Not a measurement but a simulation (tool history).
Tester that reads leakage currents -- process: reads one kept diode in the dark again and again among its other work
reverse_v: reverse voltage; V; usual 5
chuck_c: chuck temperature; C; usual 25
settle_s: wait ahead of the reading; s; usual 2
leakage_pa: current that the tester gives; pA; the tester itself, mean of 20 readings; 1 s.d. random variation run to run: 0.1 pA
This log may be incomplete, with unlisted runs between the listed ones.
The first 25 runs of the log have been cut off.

run,hour,reverse_v,chuck_c,settle_s,hours of work since the probe card was cleaned,hours of work since the tester was calibrated,hours of work since the chuck was calibrated,leakage_pa
26,529,1.11,25,0.85,682,1543,62,18.47
27,551.3,2.42,32,0.85,692,1552,72,43.98
28,572.8,3.86,45,0.42,701,1562,81,149.17
29,589,5,25,3.31,708,1569,88,30.18
30,610.2,9,32,7.52,717,1578,98,66.78
31,634.3,2.87,25,2,728,1589,108,25.41
32,656.4,1.56,25,8.02,738,1598,118,20.65
33,676.3,5,25,0.87,746,1607,127,31.35

5 ways to go on from here, each from the tool as it stands after run 33. What would each give?
A,697.4,6.71,30,5.77,756,1616,136,?
B,697.4,1.23,25,0.45,756,1616,136,?
C,697.4,5.93,25,1.29,756,1616,136,?
D,697.4,2.87,46,2,756,1616,136,?
E,697.4,5.71,25,0.87,756,1616,136,?

run,leakage_pa
A,51.94
B,19.73
C,33.31
D,147.2
E,32.83
Stripped of hidden state, with their random variation kept, the same runs would have yielded:
run,leakage_pa
A,49.21
B,19.14
C,30.97
D,145.37
E,30.6
